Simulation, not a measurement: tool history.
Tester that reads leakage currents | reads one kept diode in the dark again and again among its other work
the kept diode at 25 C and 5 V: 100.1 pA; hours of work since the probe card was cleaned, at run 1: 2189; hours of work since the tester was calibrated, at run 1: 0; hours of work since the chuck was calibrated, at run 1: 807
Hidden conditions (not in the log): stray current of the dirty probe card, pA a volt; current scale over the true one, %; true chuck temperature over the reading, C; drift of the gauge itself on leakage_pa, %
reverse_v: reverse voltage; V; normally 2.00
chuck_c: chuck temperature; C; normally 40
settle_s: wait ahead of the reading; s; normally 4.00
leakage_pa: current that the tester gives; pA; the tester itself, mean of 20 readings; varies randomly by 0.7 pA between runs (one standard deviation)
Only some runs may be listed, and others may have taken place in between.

run,hour,reverse_v,chuck_c,settle_s,hours of work since the probe card was cleaned,hours of work since the tester was calibrated,hours of work since the chuck was calibrated,leakage_pa
1,0.0,2.00,40,4.00,2189,0,807,232.79
2,154.8,2.00,40,4.00,2305,115,923,233.87
3,345.8,2.00,31,4.00,2447,258,1065,119.39
4,554.1,2.00,31,4.00,2602,413,1221,119.38
# hour 596.9: probe card cleaned and baked
# hour 623.3: chuck's temperature calibrated
5,734.5,2.00,40,1.75,101,544,83,233.55
6,929.6,3.95,40,1.75,247,690,228,289.78
7,1039.8,3.95,40,1.75,329,772,311,290.36
8,1218.1,18.50,34,0.44,462,905,444,308.04
9,1384.5,18.50,34,0.44,586,1029,568,306.25
10,1561.8,18.50,34,0.44,718,1161,700,306.92

Below are 5 alternative next runs, each starting from the tool's condition after run 10. Predict each:
A,1771.2,2.76,34,0.46,874,1317,856,?
B,1771.2,10.28,38,1.49,874,1317,856,?
C,1771.2,18.50,34,1.89,874,1317,856,?
D,1771.2,2.00,40,0.42,874,1317,856,?
E,1771.2,18.50,34,1.42,874,1317,856,?

run,leakage_pa
A,167.15
B,339.33
C,304.29
D,234.48
E,305.49
Take away the tool's hidden state, keep each run's random variation, and the runs would have read:
run,leakage_pa
A,167.43
B,339.78
C,304.52
D,234.88
E,305.73
